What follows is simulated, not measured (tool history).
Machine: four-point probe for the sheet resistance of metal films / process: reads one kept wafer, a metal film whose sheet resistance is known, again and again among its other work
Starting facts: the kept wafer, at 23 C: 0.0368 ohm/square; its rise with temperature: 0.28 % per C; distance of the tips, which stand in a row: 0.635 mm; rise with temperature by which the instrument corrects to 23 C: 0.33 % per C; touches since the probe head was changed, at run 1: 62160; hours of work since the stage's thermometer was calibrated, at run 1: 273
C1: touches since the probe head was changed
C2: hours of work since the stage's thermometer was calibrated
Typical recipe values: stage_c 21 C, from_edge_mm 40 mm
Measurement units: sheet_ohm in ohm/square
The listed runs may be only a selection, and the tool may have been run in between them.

run 1 day=0.000 | stage_c=21 from_edge_mm=40 | C1=62160 C2=273 | sheet_ohm=0.036837
run 2 day=0.879 | stage_c=21 from_edge_mm=40 | C1=63370 C2=290 | sheet_ohm=0.036840
run 3 day=1.371 | stage_c=21 from_edge_mm=40 | C1=64045 C2=299 | sheet_ohm=0.036839
run 4 day=1.933 | stage_c=21 from_edge_mm=40 | C1=64821 C2=310 | sheet_ohm=0.036848
run 5 day=2.429 | stage_c=21 from_edge_mm=40 | C1=65504 C2=319 | sheet_ohm=0.036844
run 6 day=3.012 | stage_c=21 from_edge_mm=40 | C1=66303 C2=330 | sheet_ohm=0.036838
run 7 day=3.854 | stage_c=21 from_edge_mm=40 | C1=67461 C2=346 | sheet_ohm=0.036847
run 8 day=4.442 | stage_c=21 from_edge_mm=40 | C1=68271 C2=357 | sheet_ohm=0.036835
run 9 day=5.383 | stage_c=21 from_edge_mm=40 | C1=69568 C2=375 | sheet_ohm=0.036847
run 10 day=6.133 | stage_c=21 from_edge_mm=40 | C1=70601 C2=389 | sheet_ohm=0.036859
run 11 day=6.642 | stage_c=21 from_edge_mm=40 | C1=71297 C2=398 | sheet_ohm=0.036854
run 12 day=7.129 | stage_c=21 from_edge_mm=40 | C1=71969 C2=408 | sheet_ohm=0.036842
run 13 day=7.996 | stage_c=26 from_edge_mm=40 | C1=73161 C2=424 | sheet_ohm=0.036758
run 14 day=8.550 | stage_c=26 from_edge_mm=40 | C1=73926 C2=434 | sheet_ohm=0.036755
run 15 day=9.204 | stage_c=26 from_edge_mm=40 | C1=74824 C2=447 | sheet_ohm=0.036761
run 16 day=9.800 | stage_c=22 from_edge_mm=40 | C1=75641 C2=458 | sheet_ohm=0.036841
run 17 day=10.662 | stage_c=22 from_edge_mm=40 | C1=76828 C2=474 | sheet_ohm=0.036829
run 18 day=11.550 | stage_c=21 from_edge_mm=40 | C1=78049 C2=491 | sheet_ohm=0.036838
run 19 day=12.075 | stage_c=21 from_edge_mm=40 | C1=78775 C2=501 | sheet_ohm=0.036834
run 20 day=12.521 | stage_c=21 from_edge_mm=40 | C1=79384 C2=509 | sheet_ohm=0.036848
run 21 day=13.375 | stage_c=21 from_edge_mm=40 | C1=80563 C2=525 | sheet_ohm=0.036848
run 22 day=13.983 | stage_c=21 from_edge_mm=40 | C1=81399 C2=537 | sheet_ohm=0.036842
run 23 day=14.812 | stage_c=29 from_edge_mm=40 | C1=82539 C2=553 | sheet_ohm=0.036704
run 24 day=15.612 | stage_c=23 from_edge_mm=3 | C1=83641 C2=568 | sheet_ohm=0.037667
run 25 day=16.525 | stage_c=31 from_edge_mm=16 | C1=84893 C2=585 | sheet_ohm=0.036693
run 26 day=17.200 | stage_c=19 from_edge_mm=25 | C1=85827 C2=598 | sheet_ohm=0.036875
run 27 day=17.721 | stage_c=19 from_edge_mm=25 | C1=86541 C2=607 | sheet_ohm=0.036904
run 28 day=18.429 | stage_c=19 from_edge_mm=25 | C1=87512 C2=621 | sheet_ohm=0.036880
run 29 day=19.379 | stage_c=18 from_edge_mm=8 | C1=88824 C2=639 | sheet_ohm=0.037030
run 30 day=20.167 | stage_c=34 from_edge_mm=6 | C1=89904 C2=653 | sheet_ohm=0.036828
run 31 day=20.675 | stage_c=31 from_edge_mm=40 | C1=90606 C2=663 | sheet_ohm=0.036660
run 32 day=21.275 | stage_c=31 from_edge_mm=40 | C1=91429 C2=674 | sheet_ohm=0.036659
run 33 day=21.904 | stage_c=31 from_edge_mm=40 | C1=92294 C2=686 | sheet_ohm=0.036675
run 34 day=22.883 | stage_c=28 from_edge_mm=27 | C1=93644 C2=705 | sheet_ohm=0.036733
run 35 day=23.333 | stage_c=34 from_edge_mm=5 | C1=94264 C2=713 | sheet_ohm=0.036914
run 36 day=24.288 | stage_c=34 from_edge_mm=5 | C1=95573 C2=731 | sheet_ohm=0.036921
run 37 day=24.875 | stage_c=34 from_edge_mm=5 | C1=96383 C2=742 | sheet_ohm=0.036909
run 38 day=25.442 | stage_c=34 from_edge_mm=5 | C1=97165 C2=753 | sheet_ohm=0.036919
run 39 day=26.138 | stage_c=34 from_edge_mm=5 | C1=98121 C2=766 | sheet_ohm=0.036930
run 40 day=26.612 | stage_c=21 from_edge_mm=12 | C1=98775 C2=775 | sheet_ohm=0.036889
run 41 day=27.017 | stage_c=21 from_edge_mm=12 | C1=99332 C2=783 | sheet_ohm=0.036889
run 42 day=27.512 | stage_c=21 from_edge_mm=12 | C1=100010 C2=792 | sheet_ohm=0.036897

Expected results for the next run?
run 43 day=28.183 | stage_c=35 from_edge_mm=5 | C1=100936 C2=805 | sheet_ohm=?

sheet_ohm: 0.036908 ohm/square
With the hidden condition absent and the run-to-run variation left alone, this run would have shown sheet_ohm 0.036904 ohm/square.

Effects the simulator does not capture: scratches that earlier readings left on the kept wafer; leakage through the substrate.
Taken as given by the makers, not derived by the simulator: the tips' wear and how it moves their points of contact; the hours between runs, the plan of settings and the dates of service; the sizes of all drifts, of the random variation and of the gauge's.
